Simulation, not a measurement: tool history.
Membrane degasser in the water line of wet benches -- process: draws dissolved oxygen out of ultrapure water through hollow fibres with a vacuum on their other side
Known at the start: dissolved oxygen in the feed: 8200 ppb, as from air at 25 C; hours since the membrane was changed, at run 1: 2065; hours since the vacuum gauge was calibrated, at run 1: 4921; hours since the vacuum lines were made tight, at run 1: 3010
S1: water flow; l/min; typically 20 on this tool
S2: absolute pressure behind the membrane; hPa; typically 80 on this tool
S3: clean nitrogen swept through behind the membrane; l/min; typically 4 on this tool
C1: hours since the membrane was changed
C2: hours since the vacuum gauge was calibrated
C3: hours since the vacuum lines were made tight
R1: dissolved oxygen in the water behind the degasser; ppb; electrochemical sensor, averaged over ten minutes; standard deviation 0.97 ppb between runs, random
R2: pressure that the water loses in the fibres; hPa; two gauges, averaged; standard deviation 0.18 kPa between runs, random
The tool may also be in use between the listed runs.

| run | day | S1 | S2 | S3 | C1 | C2 | C3 | R1 | R2 |
|---|---|---|---|---|---|---|---|---|---|
| 1 | 0 | 20 | 80 | 4 | 2065 | 4921 | 3010 | 99.4 | 345.3 |
| 2 | 3.112 | 25 | 80 | 4 | 2139 | 4996 | 3084 | 154.4 | 436.5 |
| 3 | 5.238 | 20 | 80 | 3.14 | 2190 | 5047 | 3135 | 116.4 | 342.4 |
| 4 | 6.921 | 20 | 80 | 3.14 | 2231 | 5087 | 3176 | 120.4 | 347 |
| 5 | 8.283 | 20 | 80 | 3.14 | 2263 | 5120 | 3208 | 117.8 | 345.4 |
| 6 | 10.067 | 20 | 80 | 3.14 | 2306 | 5163 | 3251 | 116.8 | 345.6 |
| 7 | 11.738 | 20 | 192.8 | 4 | 2346 | 5203 | 3291 | 238.5 | 346.1 |
| 8 | 14.329 | 20 | 192.8 | 2.48 | 2409 | 5265 | 3353 | 341.5 | 349.1 |
| 9 | 15.821 | 20 | 192.8 | 2.48 | 2444 | 5301 | 3389 | 348.2 | 344.7 |
|  | 16.142 | vacuum gauge calibrated |
| 10 | 17.683 | 24 | 50 | 1.61 | 2488 | 37 | 3433 | 131.7 | 415.9 |
| 11 | 20.112 | 15 | 77.2 | 10.93 | 2547 | 95 | 3492 | 28.3 | 260.4 |
| 12 | 23.192 | 24 | 115.8 | 4.74 | 2621 | 169 | 3566 | 175.8 | 420 |
| 13 | 24.771 | 24 | 111.3 | 2.57 | 2659 | 207 | 3604 | 242.4 | 420.3 |
| 14 | 27.762 | 29 | 181.6 | 4 | 2730 | 279 | 3675 | 373.6 | 502.2 |
| 15 | 29.754 | 29 | 181.6 | 4 | 2778 | 327 | 3723 | 370.1 | 506.7 |
| 16 | 32.138 | 29 | 50.9 | 6.2 | 2835 | 384 | 3780 | 148.2 | 508.8 |
| 17 | 33.692 | 14 | 86.4 | 7.45 | 2873 | 421 | 3818 | 35.1 | 242.6 |

Predict each of these 4 candidate next runs independently; none follows another, all start after run 17:
| A | 35.046 | 15 | 70.7 | 1.78 | 2905 | 454 | 3850 | ? | ? |
| B | 35.046 | 26 | 185.2 | 4 | 2905 | 454 | 3850 | ? | ? |
| C | 35.046 | 20 | 107.7 | 4 | 2905 | 454 | 3850 | ? | ? |
| D | 35.046 | 20 | 101.3 | 4 | 2905 | 454 | 3850 | ? | ? |

| run | R1 | R2 |
|---|---|---|
| A | 91.8 | 262.8 |
| B | 322.5 | 452.7 |
| C | 133.8 | 349.7 |
| D | 125.1 | 347.8 |
Without the tool's unlogged condition, the same runs would have read:
| run | R1 | R2 |
|---|---|---|
| A | 87.9 | 255.4 |
| B | 309.2 | 439.8 |
| C | 126.5 | 339.7 |
| D | 118 | 337.9 |

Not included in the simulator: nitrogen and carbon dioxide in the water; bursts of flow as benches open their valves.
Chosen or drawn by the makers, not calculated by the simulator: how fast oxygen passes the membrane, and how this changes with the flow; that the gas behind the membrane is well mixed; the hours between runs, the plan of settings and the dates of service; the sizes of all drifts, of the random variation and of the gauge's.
